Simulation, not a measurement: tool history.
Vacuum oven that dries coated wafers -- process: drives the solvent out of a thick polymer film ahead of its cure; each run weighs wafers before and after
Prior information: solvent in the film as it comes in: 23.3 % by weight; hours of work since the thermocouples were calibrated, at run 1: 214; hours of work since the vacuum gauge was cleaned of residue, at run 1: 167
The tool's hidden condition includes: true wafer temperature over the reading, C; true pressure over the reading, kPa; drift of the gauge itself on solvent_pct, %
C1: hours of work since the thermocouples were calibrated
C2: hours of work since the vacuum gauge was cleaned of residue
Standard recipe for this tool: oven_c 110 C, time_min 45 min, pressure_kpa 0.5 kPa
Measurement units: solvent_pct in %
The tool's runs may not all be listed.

{"run": 1, "day": 0.0, "oven_c": 110, "time_min": 45, "pressure_kpa": 0.5, "C1": 214, "C2": 167, "solvent_pct": 1.09}
{"run": 2, "day": 0.425, "oven_c": 110, "time_min": 36, "pressure_kpa": 0.5, "C1": 219, "C2": 172, "solvent_pct": 1.7}
{"run": 3, "day": 0.788, "oven_c": 121, "time_min": 36, "pressure_kpa": 0.5, "C1": 224, "C2": 177, "solvent_pct": 0.51}
{"run": 4, "day": 1.017, "oven_c": 121, "time_min": 36, "pressure_kpa": 0.5, "C1": 227, "C2": 180, "solvent_pct": 0.53}
{"run": 5, "day": 1.288, "oven_c": 108, "time_min": 45, "pressure_kpa": 0.5, "C1": 231, "C2": 184, "solvent_pct": 1.41}
{"run": 6, "day": 1.783, "oven_c": 110, "time_min": 45, "pressure_kpa": 0.5, "C1": 238, "C2": 191, "solvent_pct": 1.11}
{"run": 7, "day": 2.154, "oven_c": 114, "time_min": 45, "pressure_kpa": 0.5, "C1": 242, "C2": 196, "solvent_pct": 0.56}
{"run": 8, "day": 2.554, "oven_c": 114, "time_min": 45, "pressure_kpa": 0.5, "C1": 248, "C2": 201, "solvent_pct": 0.68}
{"run": 9, "day": 2.988, "oven_c": 110, "time_min": 72, "pressure_kpa": 0.5, "C1": 254, "C2": 207, "solvent_pct": 0.41}
{"run": 10, "day": 3.467, "oven_c": 110, "time_min": 45, "pressure_kpa": 0.5, "C1": 260, "C2": 213, "solvent_pct": 1.02}
{"run": 11, "day": 3.954, "oven_c": 110, "time_min": 45, "pressure_kpa": 0.5, "C1": 267, "C2": 220, "solvent_pct": 1.01}
{"run": 12, "day": 4.379, "oven_c": 110, "time_min": 45, "pressure_kpa": 0.919, "C1": 272, "C2": 225, "solvent_pct": 1.39}
{"run": 13, "day": 4.7, "oven_c": 110, "time_min": 45, "pressure_kpa": 0.5, "C1": 277, "C2": 230, "solvent_pct": 1.07}
{"run": 14, "day": 4.938, "oven_c": 110, "time_min": 45, "pressure_kpa": 0.5, "C1": 280, "C2": 233, "solvent_pct": 1.14}
{"run": 15, "day": 5.438, "oven_c": 110, "time_min": 45, "pressure_kpa": 0.302, "C1": 286, "C2": 240, "solvent_pct": 0.89}
{"run": 16, "day": 5.779, "oven_c": 110, "time_min": 45, "pressure_kpa": 0.5, "C1": 291, "C2": 244, "solvent_pct": 1.07}
{"run": 17, "day": 6.058, "oven_c": 110, "time_min": 45, "pressure_kpa": 0.5, "C1": 295, "C2": 248, "solvent_pct": 1.1}
{"run": 18, "day": 6.371, "oven_c": 110, "time_min": 45, "pressure_kpa": 0.5, "C1": 299, "C2": 252, "solvent_pct": 1.02}
{"run": 19, "day": 6.804, "oven_c": 110, "time_min": 45, "pressure_kpa": 0.5, "C1": 305, "C2": 258, "solvent_pct": 1.09}
{"run": 20, "day": 7.029, "oven_c": 110, "time_min": 45, "pressure_kpa": 0.5, "C1": 308, "C2": 261, "solvent_pct": 1.03}
{"run": 21, "day": 7.408, "oven_c": 110, "time_min": 45, "pressure_kpa": 0.5, "C1": 313, "C2": 266, "solvent_pct": 1.18}
{"run": 22, "day": 7.908, "oven_c": 110, "time_min": 45, "pressure_kpa": 0.5, "C1": 320, "C2": 273, "solvent_pct": 1.14}
{"run": 23, "day": 8.204, "oven_c": 110, "time_min": 45, "pressure_kpa": 0.489, "C1": 324, "C2": 277, "solvent_pct": 0.96}
{"run": 24, "day": 8.425, "oven_c": 119, "time_min": 23, "pressure_kpa": 0.562, "C1": 327, "C2": 280, "solvent_pct": 1.72}
{"run": 25, "day": 8.875, "oven_c": 119, "time_min": 23, "pressure_kpa": 0.562, "C1": 333, "C2": 286, "solvent_pct": 1.74}
{"run": 26, "day": 9.108, "oven_c": 102, "time_min": 74, "pressure_kpa": 1.588, "C1": 336, "C2": 289, "solvent_pct": 2.01}
{"run": 27, "day": 9.554, "oven_c": 111, "time_min": 45, "pressure_kpa": 0.392, "C1": 342, "C2": 295, "solvent_pct": 0.87}
{"run": 28, "day": 9.933, "oven_c": 111, "time_min": 45, "pressure_kpa": 0.331, "C1": 347, "C2": 300, "solvent_pct": 0.9}
{"run": 29, "day": 10.229, "oven_c": 111, "time_min": 45, "pressure_kpa": 0.331, "C1": 351, "C2": 304, "solvent_pct": 0.79}
{"run": 30, "day": 10.6, "oven_c": 111, "time_min": 38, "pressure_kpa": 0.414, "C1": 356, "C2": 309, "solvent_pct": 1.31}
{"run": 31, "day": 11.046, "oven_c": 111, "time_min": 38, "pressure_kpa": 0.414, "C1": 362, "C2": 315, "solvent_pct": 1.22}

Forecast run 32:
{"run": 32, "day": 11.383, "oven_c": 111, "time_min": 43, "pressure_kpa": 1.001, "C1": 366, "C2": 319, "solvent_pct": "?"}

solvent_pct: 1.3 %
On a tool with no hidden condition, and with the same random variation, this run would have come out at solvent_pct 1.22 %.
